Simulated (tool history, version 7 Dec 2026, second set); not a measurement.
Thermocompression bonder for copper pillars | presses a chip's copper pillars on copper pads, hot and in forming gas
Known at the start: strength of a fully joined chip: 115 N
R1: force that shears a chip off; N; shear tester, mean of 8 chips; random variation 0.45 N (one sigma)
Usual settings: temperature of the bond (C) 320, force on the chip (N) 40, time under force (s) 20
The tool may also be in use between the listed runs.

{"run": 1, "hour": 0.0, "temperature of the bond (C)": 320, "force on the chip (N)": 40, "time under force (s)": 20, "R1": 81.1}
{"run": 2, "hour": 18.7, "temperature of the bond (C)": 320, "force on the chip (N)": 40, "time under force (s)": 20, "R1": 80.7}
{"run": 3, "hour": 37.4, "temperature of the bond (C)": 320, "force on the chip (N)": 40, "time under force (s)": 20, "R1": 80.3}
{"run": 4, "hour": 70.7, "temperature of the bond (C)": 320, "force on the chip (N)": 40, "time under force (s)": 20, "R1": 79.5}
{"run": 5, "hour": 93.4, "temperature of the bond (C)": 343, "force on the chip (N)": 40, "time under force (s)": 20, "R1": 89.8}
{"run": 6, "hour": 113.9, "temperature of the bond (C)": 320, "force on the chip (N)": 56, "time under force (s)": 43, "R1": 106.1}
{"run": 7, "hour": 145.7, "temperature of the bond (C)": 320, "force on the chip (N)": 40, "time under force (s)": 13, "R1": 70.9}
{"run": 8, "hour": 162.7, "temperature of the bond (C)": 345, "force on the chip (N)": 37, "time under force (s)": 13, "R1": 78.2}
{"run": 9, "hour": 182.0, "temperature of the bond (C)": 345, "force on the chip (N)": 37, "time under force (s)": 13, "R1": 77.5}
{"run": 10, "hour": 201.4, "temperature of the bond (C)": 345, "force on the chip (N)": 37, "time under force (s)": 13, "R1": 78}

3 ways to go on from here, each from the tool as it stands after run 10. What would each give?
{"run": "A", "hour": 215.7, "temperature of the bond (C)": 294, "force on the chip (N)": 34, "time under force (s)": 26, "R1": "?"}
{"run": "B", "hour": 215.7, "temperature of the bond (C)": 323, "force on the chip (N)": 45, "time under force (s)": 46, "R1": "?"}
{"run": "C", "hour": 215.7, "temperature of the bond (C)": 320, "force on the chip (N)": 40, "time under force (s)": 42, "R1": "?"}

run=A R1=62.9
run=B R1=99.8
run=C R1=93.5
Without the tool's hidden state the same runs would have given:
run=A R1=66.1
run=B R1=103.6
run=C R1=97.3
